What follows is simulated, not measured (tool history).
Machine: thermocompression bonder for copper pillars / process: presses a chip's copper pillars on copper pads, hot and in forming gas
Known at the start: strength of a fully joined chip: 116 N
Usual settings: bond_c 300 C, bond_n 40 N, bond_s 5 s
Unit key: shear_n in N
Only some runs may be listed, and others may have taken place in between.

run 1 hour=0 | bond_c=300 bond_n=40 bond_s=5 | shear_n=47.2
run 2 hour=10.3 | bond_c=300 bond_n=40 bond_s=5 | shear_n=45.9
run 3 hour=22.5 | bond_c=300 bond_n=40 bond_s=5 | shear_n=45.3
run 4 hour=30.7 | bond_c=300 bond_n=40 bond_s=5 | shear_n=47.2
run 5 hour=42.7 | bond_c=300 bond_n=40 bond_s=5 | shear_n=45.5
run 6 hour=50.9 | bond_c=300 bond_n=40 bond_s=12 | shear_n=62.3
run 7 hour=61.3 | bond_c=300 bond_n=40 bond_s=12 | shear_n=61.8
run 8 hour=71.1 | bond_c=300 bond_n=40 bond_s=5 | shear_n=46.8
run 9 hour=84.4 | bond_c=300 bond_n=40 bond_s=10 | shear_n=58.7
run 10 hour=96.6 | bond_c=283 bond_n=40 bond_s=10 | shear_n=51.4
run 11 hour=102.5 | bond_c=283 bond_n=40 bond_s=10 | shear_n=49.8
run 12 hour=110.2 | bond_c=283 bond_n=40 bond_s=10 | shear_n=49.6
run 13 hour=122.6 | bond_c=279 bond_n=40 bond_s=5 | shear_n=35.9
run 14 hour=133.1 | bond_c=279 bond_n=40 bond_s=5 | shear_n=35.1
run 15 hour=141.3 | bond_c=300 bond_n=40 bond_s=4 | shear_n=41.3
run 16 hour=149.2 | bond_c=300 bond_n=40 bond_s=14 | shear_n=63.6
run 17 hour=158.5 | bond_c=300 bond_n=40 bond_s=14 | shear_n=63.8
run 18 hour=167.4 | bond_c=286 bond_n=35 bond_s=3 | shear_n=27
run 19 hour=178.1 | bond_c=314 bond_n=57 bond_s=3 | shear_n=60.2
run 20 hour=188.2 | bond_c=314 bond_n=57 bond_s=3 | shear_n=60.8
run 21 hour=197.7 | bond_c=300 bond_n=32 bond_s=3 | shear_n=27.8
run 22 hour=209.4 | bond_c=300 bond_n=32 bond_s=3 | shear_n=28.1
run 23 hour=219.9 | bond_c=288 bond_n=50 bond_s=5 | shear_n=49.6
-- hour=229.9 forming gas filter changed
run 24 hour=229.9 | bond_c=300 bond_n=40 bond_s=9 | shear_n=61.5
run 25 hour=239.1 | bond_c=275 bond_n=40 bond_s=9 | shear_n=47.2
run 26 hour=249 | bond_c=275 bond_n=28 bond_s=9 | shear_n=31.8
run 27 hour=254.5 | bond_c=275 bond_n=28 bond_s=9 | shear_n=31.6
run 28 hour=261.6 | bond_c=310 bond_n=42 bond_s=6 | shear_n=60.9
run 29 hour=273.4 | bond_c=298 bond_n=42 bond_s=7 | shear_n=56.4
run 30 hour=283.4 | bond_c=298 bond_n=42 bond_s=7 | shear_n=57.7
run 31 hour=295.8 | bond_c=294 bond_n=36 bond_s=7 | shear_n=47.5
run 32 hour=307.9 | bond_c=280 bond_n=55 bond_s=4 | shear_n=50.8

Table of differences, measured result less the result of that run with no hidden state. Run-to-run variation is the same in both. Gauge scatter possibly is not:
Unlogged tool condition in this case: true temperature of the bond over the reading, C; force that reaches the chip, % of what is set; oxide that the forming gas leaves, % of the face; drift of the gauge itself on shear_n, %.
run=1 shear_n=-6.8
run=2 shear_n=-6.7
run=3 shear_n=-6.7
run=4 shear_n=-7
run=5 shear_n=-6.9
run=6 shear_n=-9
run=7 shear_n=-9.1
run=8 shear_n=-7.4
run=9 shear_n=-9
run=10 shear_n=-8.4
run=11 shear_n=-8.3
run=12 shear_n=-8.3
run=13 shear_n=-6.6
run=14 shear_n=-6.5
run=15 shear_n=-7.2
run=16 shear_n=-10.3
run=17 shear_n=-10.4
run=18 shear_n=-5.3
run=19 shear_n=-10.2
run=20 shear_n=-10.3
run=21 shear_n=-5.6
run=22 shear_n=-5.8
run=23 shear_n=-9.5
run=24 shear_n=-3.6
run=25 shear_n=-3.6
run=26 shear_n=-2.7
run=27 shear_n=-2.7
run=28 shear_n=-3.8
run=29 shear_n=-4
run=30 shear_n=-4.2
run=31 shear_n=-3.8
run=32 shear_n=-4.4

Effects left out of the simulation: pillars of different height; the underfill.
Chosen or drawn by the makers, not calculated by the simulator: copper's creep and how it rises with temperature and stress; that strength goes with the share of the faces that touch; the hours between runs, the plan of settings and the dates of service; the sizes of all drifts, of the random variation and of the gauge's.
